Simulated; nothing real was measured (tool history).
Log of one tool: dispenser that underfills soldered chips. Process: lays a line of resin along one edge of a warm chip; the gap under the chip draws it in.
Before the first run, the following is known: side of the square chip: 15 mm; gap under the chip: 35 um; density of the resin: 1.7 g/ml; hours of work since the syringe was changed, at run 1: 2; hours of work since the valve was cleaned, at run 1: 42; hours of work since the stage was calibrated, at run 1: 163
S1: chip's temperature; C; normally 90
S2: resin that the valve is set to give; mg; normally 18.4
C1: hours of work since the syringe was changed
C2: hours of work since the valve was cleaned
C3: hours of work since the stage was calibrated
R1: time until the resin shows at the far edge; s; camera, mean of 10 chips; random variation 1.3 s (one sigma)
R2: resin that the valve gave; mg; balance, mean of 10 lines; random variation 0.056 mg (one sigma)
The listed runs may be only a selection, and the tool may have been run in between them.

| run | hour | S1 | S2 | C1 | C2 | C3 | R1 | R2 |
|---|---|---|---|---|---|---|---|---|
| 1 | 0 | 90 | 18.4 | 2 | 42 | 163 | 139.1 | 18.09 |
|  | 13.4 | new syringe of resin |
| 2 | 13.4 | 90 | 20.6 | 0 | 53 | 173 | 127.5 | 20.17 |
| 3 | 22.4 | 90 | 20.6 | 7 | 60 | 180 | 168 | 20.23 |
|  | 29.4 | new syringe of resin |
| 4 | 33.4 | 79 | 18.4 | 3 | 68 | 188 | 233.9 | 17.93 |
|  | 44.7 | new syringe of resin |
| 5 | 47.2 | 100 | 18.4 | 2 | 79 | 199 | 99.6 | 17.91 |
| 6 | 55.1 | 100 | 18.4 | 8 | 85 | 205 | 125.8 | 17.86 |
|  | 59.9 | new syringe of resin |
| 7 | 68 | 90 | 15.7 | 6 | 95 | 215 | 179.8 | 15.14 |
|  | 75.6 | new syringe of resin |
| 8 | 75.6 | 90 | 15.7 | 0 | 100 | 221 | 144.4 | 15.13 |
| 9 | 83 | 90 | 15.7 | 6 | 106 | 227 | 176.7 | 15.15 |
|  | 90.8 | new syringe of resin |
|  | 91.8 | dispensing valve cleaned and set on the balance |
| 10 | 95 | 83 | 15.7 | 3 | 3 | 235 | 207.1 | 15.61 |
|  | 107.6 | new syringe of resin |
| 11 | 109.5 | 83 | 15.7 | 2 | 14 | 246 | 205 | 15.53 |
| 12 | 118.8 | 90 | 16.4 | 9 | 21 | 253 | 198.6 | 16.26 |
|  | 123.1 | new syringe of resin |
| 13 | 128.9 | 90 | 16.4 | 5 | 29 | 261 | 167.6 | 16.17 |
| 14 | 137.7 | 90 | 16.4 | 11 | 36 | 268 | 213.9 | 16.21 |
|  | 138.9 | new syringe of resin |
| 15 | 147.3 | 90 | 16.4 | 7 | 43 | 275 | 181.9 | 16.15 |
|  | 154.3 | new syringe of resin |
| 16 | 158.8 | 90 | 16.4 | 4 | 52 | 284 | 165.5 | 16.07 |
| 17 | 168.5 | 78 | 16.4 | 11 | 59 | 292 | 355.1 | 16.05 |
|  | 170.1 | new syringe of resin |
| 18 | 178.2 | 78 | 17.1 | 6 | 67 | 299 | 289.4 | 16.62 |
|  | 185.9 | new syringe of resin |
| 19 | 187.2 | 78 | 17.1 | 1 | 74 | 306 | 240.3 | 16.65 |
| 20 | 197.5 | 80 | 21.5 | 9 | 82 | 314 | 284.4 | 20.95 |
|  | 201.4 | new syringe of resin |
| 21 | 205.6 | 90 | 16.9 | 3 | 88 | 320 | 161.5 | 16.26 |
| 22 | 212.5 | 102 | 20.5 | 9 | 93 | 326 | 118.9 | 19.8 |
|  | 217.4 | new syringe of resin |
| 23 | 224.3 | 78 | 19.2 | 5 | 102 | 335 | 274 | 18.55 |
| 24 | 232.1 | 78 | 19.2 | 12 | 108 | 341 | 340 | 18.4 |
|  | 233.2 | new syringe of resin |
|  | 238.5 | dispensing valve cleaned and set on the balance |
| 25 | 246 | 78 | 19.2 | 9 | 6 | 351 | 311.7 | 19.15 |
|  | 249.5 | new syringe of resin |
| 26 | 257.8 | 78 | 19.2 | 6 | 15 | 360 | 292.5 | 19.16 |
|  | 265.2 | new syringe of resin |
| 27 | 272.4 | 80 | 17.4 | 6 | 26 | 371 | 261.3 | 17.25 |
|  | 280.6 | new syringe of resin |
| 28 | 287.3 | 96 | 21.2 | 5 | 38 | 383 | 132 | 20.93 |
|  | 296.7 | new syringe of resin |
| 29 | 299.3 | 78 | 22.6 | 2 | 47 | 392 | 245.2 | 22.35 |
| 30 | 305.4 | 78 | 22.6 | 7 | 52 | 397 | 282.9 | 22.26 |
|  | 311.8 | new syringe of resin |
| 31 | 315.1 | 78 | 22.6 | 3 | 59 | 404 | 254.7 | 22.2 |
|  | 327.5 | new syringe of resin |
| 32 | 330.4 | 94 | 15.6 | 2 | 71 | 416 | 138.2 | 15.23 |
|  | 343.6 | new syringe of resin |
| 33 | 345.6 | 84 | 20.2 | 2 | 83 | 427 | 189.6 | 19.66 |
| 34 | 357.4 | 84 | 20.2 | 11 | 92 | 437 | 266.5 | 19.62 |
|  | 359.9 | new syringe of resin |
| 35 | 366.8 | 88 | 16.9 | 5 | 99 | 444 | 194.3 | 16.37 |

Consider 3 possible next runs. They are alternatives, not a sequence: every one starts from the tool as it was left by run 35. What does each give?
| A | 374 | 82 | 16.9 | 11 | 105 | 449 | ? | ? |
| B | 374 | 80 | 20.9 | 11 | 105 | 449 | ? | ? |
| C | 374 | 101 | 18.7 | 11 | 105 | 449 | ? | ? |

| run | R1 | R2 |
|---|---|---|
| A | 306.4 | 16.3 |
| B | 313.1 | 20.09 |
| C | 141.9 | 17.97 |
Had the tool no hidden state, the same runs would have come out as:
| run | R1 | R2 |
|---|---|---|
| A | 180.3 | 16.89 |
| B | 185.5 | 20.82 |
| C | 85 | 18.63 |
